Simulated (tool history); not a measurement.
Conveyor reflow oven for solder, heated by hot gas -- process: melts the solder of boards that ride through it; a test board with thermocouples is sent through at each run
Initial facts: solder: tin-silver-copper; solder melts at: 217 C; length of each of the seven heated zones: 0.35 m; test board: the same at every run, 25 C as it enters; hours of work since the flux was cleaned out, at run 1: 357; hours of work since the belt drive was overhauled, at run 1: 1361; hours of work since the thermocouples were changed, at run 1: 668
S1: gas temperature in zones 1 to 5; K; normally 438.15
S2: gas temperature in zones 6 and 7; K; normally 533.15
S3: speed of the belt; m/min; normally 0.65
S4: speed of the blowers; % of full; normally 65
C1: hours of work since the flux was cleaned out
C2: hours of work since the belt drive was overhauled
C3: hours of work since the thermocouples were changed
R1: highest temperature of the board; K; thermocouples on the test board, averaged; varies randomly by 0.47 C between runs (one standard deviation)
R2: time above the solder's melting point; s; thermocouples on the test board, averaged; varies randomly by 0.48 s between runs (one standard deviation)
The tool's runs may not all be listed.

Run 1, hour 0: usual settings; C1 357; C2 1361; C3 668. Result: R1 517.55 K, R2 42.2 s.
At hour 20.8: flux residue cleaned out of gas plates and filters.
Run 2, hour 52: usual settings; C1 18; C2 1389; C3 696. Result: R1 520.75 K, R2 44.5 s.
Run 3, hour 97.5: usual settings; C1 45; C2 1416; C3 722. Result: R1 520.85 K, R2 44.8 s.
At hour 156.5: belt drive overhauled, speed set with a stopwatch.
Run 4, hour 164.4: usual settings but S2 547.15 K; C1 82; C2 5; C3 759. Result: R1 530.45 K, R2 49.5 s.
Run 5, hour 229.4: usual settings; C1 120; C2 43; C3 798. Result: R1 518.35 K, R2 42.4 s.
Run 6, hour 268.6: usual settings but S3 0.774 m/min; C1 143; C2 66; C3 821. Result: R1 513.35 K, R2 28.2 s.
Run 7, hour 351.9: usual settings but S3 0.774 m/min; C1 192; C2 115; C3 870. Result: R1 512.15 K, R2 28.8 s.
Run 8, hour 415.9: usual settings; C1 230; C2 152; C3 907. Result: R1 518.45 K, R2 40.7 s.
Run 9, hour 459.3: usual settings but S2 537.15 K; C1 255; C2 178; C3 933. Result: R1 521.35 K, R2 43.5 s.
Run 10, hour 530.5: usual settings but S2 537.15 K; C1 297; C2 220; C3 974. Result: R1 521.65 K, R2 43.6 s.
Run 11, hour 600.1: usual settings but S2 537.15 K, S3 0.642 m/min; C1 338; C2 260; C3 1015. Result: R1 522.15 K, R2 43.8 s.
At hour 634.7: thermocouples of zones 6 and 7 changed.
At hour 658.5: flux residue cleaned out of gas plates and filters.
Run 12, hour 674.4: usual settings; C1 9; C2 300; C3 20. Result: R1 517.95 K, R2 41.4 s.
Run 13, hour 740.4: usual settings but S4 85 % of full; C1 48; C2 339; C3 59. Result: R1 520.35 K, R2 44.6 s.
Run 14, hour 818.3: usual settings but S4 85 % of full; C1 94; C2 385; C3 105. Result: R1 519.85 K, R2 44.4 s.
Run 15, hour 898.6: usual settings but S4 85 % of full; C1 141; C2 432; C3 152. Result: R1 519.75 K, R2 44.9 s.
Run 16, hour 943.2: usual settings but S4 85 % of full; C1 167; C2 458; C3 178. Result: R1 519.85 K, R2 44.1 s.
Run 17, hour 978.4: usual settings but S4 85 % of full; C1 188; C2 479; C3 199. Result: R1 520.35 K, R2 43.9 s.
Run 18, hour 1057.1: usual settings but S1 444.15 K, S3 0.538 m/min; C1 234; C2 525; C3 245. Result: R1 523.55 K, R2 58.6 s.
Run 19, hour 1093: usual settings but S1 444.15 K, S3 0.538 m/min; C1 255; C2 546; C3 266. Result: R1 523.05 K, R2 58.6 s.
Run 20, hour 1153: usual settings but S1 444.15 K, S3 0.538 m/min; C1 290; C2 581; C3 301. Result: R1 523.55 K, R2 59.3 s.
Run 21, hour 1231.6: usual settings but S1 433.15 K, S2 548.15 K, S3 0.538 m/min; C1 337; C2 627; C3 348. Result: R1 535.85 K, R2 63.5 s.
At hour 1288.1: flux residue cleaned out of gas plates and filters.
Run 22, hour 1300: usual settings but S1 436.15 K, S2 523.15 K, S3 0.538 m/min; C1 7; C2 665; C3 385. Result: R1 514.95 K, R2 50 s.
Run 23, hour 1363.4: usual settings but S1 436.15 K, S2 523.15 K, S3 0.538 m/min; C1 44; C2 702; C3 422. Result: R1 514.85 K, R2 49 s.
Run 24, hour 1425.9: usual settings but S1 436.15 K, S2 523.15 K, S3 0.538 m/min; C1 81; C2 738; C3 459. Result: R1 513.35 K, R2 49.4 s.
Run 25, hour 1486.8: usual settings but S1 436.15 K, S2 523.15 K, S3 0.538 m/min; C1 117; C2 774; C3 495. Result: R1 515.35 K, R2 49.2 s.
Run 26, hour 1561.5: usual settings but S4 83 % of full; C1 161; C2 818; C3 538. Result: R1 521.35 K, R2 45.2 s.
Run 27, hour 1612.8: usual settings but S4 83 % of full; C1 191; C2 848; C3 569. Result: R1 521.15 K, R2 45.2 s.
Run 28, hour 1684.9: usual settings but S1 430.15 K, S2 528.15 K, S3 0.686 m/min; C1 233; C2 891; C3 611. Result: R1 510.85 K, R2 31.7 s.
Run 29, hour 1745: usual settings but S1 452.15 K, S3 0.564 m/min, S4 56 % of full; C1 268; C2 926; C3 646. Result: R1 523.35 K, R2 58.5 s.

Entry by entry between the runs, the difference in hidden state between the last listed run before and the first listed run after:
Runs 1 to 2: flux residue cleaned out of gas plates and filters (hour 20.8)
  heat that the gas passes to the board, % of a clean oven's: 90.9 -> 99.2; belt's true speed, % of the reading: 96.2 -> 96.12; true gas temperature in zones 6 and 7 over the reading, C: 1.93 -> 2.01
  measured less the result without the state, R1: +0.7 -> +2.7 K; R2: +1.7 -> +4 s
Runs 3 to 4: belt drive overhauled, speed set with a stopwatch (hour 156.5)
  heat that the gas passes to the board, % of a clean oven's: 98.6 -> 97.7; belt's true speed, % of the reading: 96.03 -> 99.79; true gas temperature in zones 6 and 7 over the reading, C: 2.07 -> 2.17
  measured less the result without the state, R1: +2.7 -> +1.3 K; R2: +4 -> +0.7 s
Runs 11 to 12: thermocouples of zones 6 and 7 changed (hour 634.7); flux residue cleaned out of gas plates and filters (hour 658.5)
  heat that the gas passes to the board, % of a clean oven's: 92 -> 99.6; belt's true speed, % of the reading: 99.03 -> 98.91; true gas temperature in zones 6 and 7 over the reading, C: 2.87 -> 0
  measured less the result without the state, R1: +0.8 -> +0.2 K; R2: +0.4 -> +0.7 s
Runs 21 to 22: flux residue cleaned out of gas plates and filters (hour 1288.1)
  heat that the gas passes to the board, % of a clean oven's: 92.1 -> 99.4; belt's true speed, % of the reading: 98 -> 97.89; true gas temperature in zones 6 and 7 over the reading, C: 0.86 -> 0.95
  measured less the result without the state, R1: -0.4 -> +1.2 K; R2: +0.8 -> +2.4 s
